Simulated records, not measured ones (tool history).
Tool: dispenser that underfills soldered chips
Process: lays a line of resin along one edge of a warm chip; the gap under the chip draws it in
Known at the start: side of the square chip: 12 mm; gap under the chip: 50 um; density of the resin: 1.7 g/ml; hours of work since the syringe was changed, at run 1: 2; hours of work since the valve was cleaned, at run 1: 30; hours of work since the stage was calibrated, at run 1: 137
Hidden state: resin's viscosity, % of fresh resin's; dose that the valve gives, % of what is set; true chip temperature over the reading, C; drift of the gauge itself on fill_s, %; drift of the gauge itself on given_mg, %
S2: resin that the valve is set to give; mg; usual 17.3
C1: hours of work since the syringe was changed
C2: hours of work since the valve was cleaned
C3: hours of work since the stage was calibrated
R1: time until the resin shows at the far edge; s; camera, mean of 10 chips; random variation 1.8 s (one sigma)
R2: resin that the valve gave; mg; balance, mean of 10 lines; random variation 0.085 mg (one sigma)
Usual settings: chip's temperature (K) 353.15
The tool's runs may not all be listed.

{"run": 1, "hour": 0.0, "chip's temperature (K)": 353.15, "S2": 17.3, "C1": 2, "C2": 30, "C3": 137, "R1": 207.4, "R2": 16.97}
{"hour": 7.6, "done": "new syringe of resin"}
{"run": 2, "hour": 7.6, "chip's temperature (K)": 353.15, "S2": 17.3, "C1": 0, "C2": 34, "C3": 141, "R1": 180.1, "R2": 17.19}
{"run": 3, "hour": 12.5, "chip's temperature (K)": 366.15, "S2": 17.3, "C1": 3, "C2": 37, "C3": 144, "R1": 137.7, "R2": 16.84}
{"hour": 18.3, "done": "new syringe of resin"}
{"run": 4, "hour": 19.9, "chip's temperature (K)": 366.15, "S2": 19.2, "C1": 1, "C2": 42, "C3": 149, "R1": 115.6, "R2": 19.03}
{"hour": 29.3, "done": "new syringe of resin"}
{"run": 5, "hour": 29.3, "chip's temperature (K)": 366.15, "S2": 19.2, "C1": 0, "C2": 47, "C3": 154, "R1": 102.7, "R2": 18.8}
{"hour": 39.9, "done": "new syringe of resin"}
{"run": 6, "hour": 39.9, "chip's temperature (K)": 353.15, "S2": 15.4, "C1": 0, "C2": 54, "C3": 160, "R1": 183.3, "R2": 14.92}
{"run": 7, "hour": 49.3, "chip's temperature (K)": 353.15, "S2": 15.4, "C1": 6, "C2": 59, "C3": 166, "R1": 291.8, "R2": 14.92}
{"hour": 51.0, "done": "new syringe of resin"}
{"run": 8, "hour": 57.9, "chip's temperature (K)": 353.15, "S2": 15.4, "C1": 4, "C2": 64, "C3": 171, "R1": 257.8, "R2": 15.12}
{"hour": 61.9, "done": "new syringe of resin"}
{"run": 9, "hour": 63.1, "chip's temperature (K)": 353.15, "S2": 15.4, "C1": 1, "C2": 67, "C3": 174, "R1": 194.5, "R2": 14.95}
{"hour": 72.4, "done": "new syringe of resin"}
{"run": 10, "hour": 73.4, "chip's temperature (K)": 353.15, "S2": 15.4, "C1": 1, "C2": 73, "C3": 180, "R1": 196.5, "R2": 14.8}
{"run": 11, "hour": 79.9, "chip's temperature (K)": 353.15, "S2": 16.8, "C1": 5, "C2": 77, "C3": 184, "R1": 264.5, "R2": 16.29}

The next listed run, before its measurement:
{"hour": 83.3, "done": "new syringe of resin"}
{"run": 12, "hour": 87.7, "chip's temperature (K)": 353.15, "S2": 16.8, "C1": 3, "C2": 82, "C3": 189, "R1": "?", "R2": "?"}

Run 12 gave R1 228 s, R2 16.14 mg.
Without the tool's hidden state the same run would have given R1 185.6 s, R2 16.77 mg.
